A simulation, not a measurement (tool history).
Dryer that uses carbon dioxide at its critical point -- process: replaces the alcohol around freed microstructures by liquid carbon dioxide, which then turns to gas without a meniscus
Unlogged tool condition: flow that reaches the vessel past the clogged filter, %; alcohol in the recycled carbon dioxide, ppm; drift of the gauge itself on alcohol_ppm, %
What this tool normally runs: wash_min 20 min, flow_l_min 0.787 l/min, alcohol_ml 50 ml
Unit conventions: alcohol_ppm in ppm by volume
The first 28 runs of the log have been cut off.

run   hour  wash_min  flow_l_min  alcohol_ml  hours of work since the filter was changed  hours of work since the purifier's bed was changed  alcohol_ppm
 29  368.0        18       0.787          50                                         110                                                 689          228
 30  381.2        18       0.616          36                                         120                                                 700          402
 31  393.9        15       1.244          61                                         130                                                 709          176
 32  408.1        30       0.938         104                                         141                                                 720          149
 33  421.3        20       0.831          96                                         151                                                 731          234
 34  433.9        17       1.272          96                                         161                                                 740          174
 35  449.2        31       0.787          50                                         173                                                 752          162
 36  457.4        30       0.919          63                                         179                                                 759          163
 37  474.9        16       0.549          39                                         193                                                 772         1015
 38  491.0        20       1.184          58                                         205                                                 785          172

Each row is a separate what-if for the run after 38, all from the same tool condition, not one after another. Results?
  A  499.7        12       0.851          50                                         212                                                 791            ?
  B  499.7        23       0.478          50                                         212                                                 791            ?
  C  499.7        24       1.184          41                                         212                                                 791            ?
  D  499.7        25       1.184          58                                         212                                                 791            ?

run  alcohol_ppm
  A          741
  B          712
  C          171
  D          171
Without the tool's unlogged condition, the same runs would have read:
run  alcohol_ppm
  A          267
  B          242
  C            8
  D            5

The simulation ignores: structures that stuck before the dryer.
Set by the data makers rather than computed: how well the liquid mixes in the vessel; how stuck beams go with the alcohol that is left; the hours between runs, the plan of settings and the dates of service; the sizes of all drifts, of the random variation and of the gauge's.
